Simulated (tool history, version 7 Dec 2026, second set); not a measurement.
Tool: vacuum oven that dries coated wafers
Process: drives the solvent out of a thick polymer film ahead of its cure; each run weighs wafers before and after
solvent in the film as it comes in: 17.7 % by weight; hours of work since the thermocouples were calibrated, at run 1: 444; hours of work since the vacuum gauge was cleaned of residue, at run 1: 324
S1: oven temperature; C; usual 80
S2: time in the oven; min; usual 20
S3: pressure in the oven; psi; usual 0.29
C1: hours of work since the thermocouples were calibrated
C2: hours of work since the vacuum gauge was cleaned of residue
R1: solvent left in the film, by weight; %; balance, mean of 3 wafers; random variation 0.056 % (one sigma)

run,day,S1,S2,S3,C1,C2,R1
1,0,80,20,0.29,444,324,2.86
2,1.608,80,20,0.29,465,344,2.99
3,2.983,80,20,0.29,482,361,2.98
4,4.083,80,20,0.29,496,375,2.99
5,4.946,80,20,0.627,507,386,5.21
6,5.729,80,20,0.627,516,396,5.18
7,6.433,80,21,0.627,525,405,5.07
8,7.554,80,21,0.627,540,419,5.09
9,8.479,80,20,0.29,551,430,3.06
10,9.312,80,20,0.29,562,441,3.16
11,10.933,80,18,0.387,582,461,3.94

The next listed run, before its measurement:
12,12.596,88,18,0.371,603,482,?

R1: 2.18 %
Without the tool's hidden state the same run would have given R1 1.86 %.
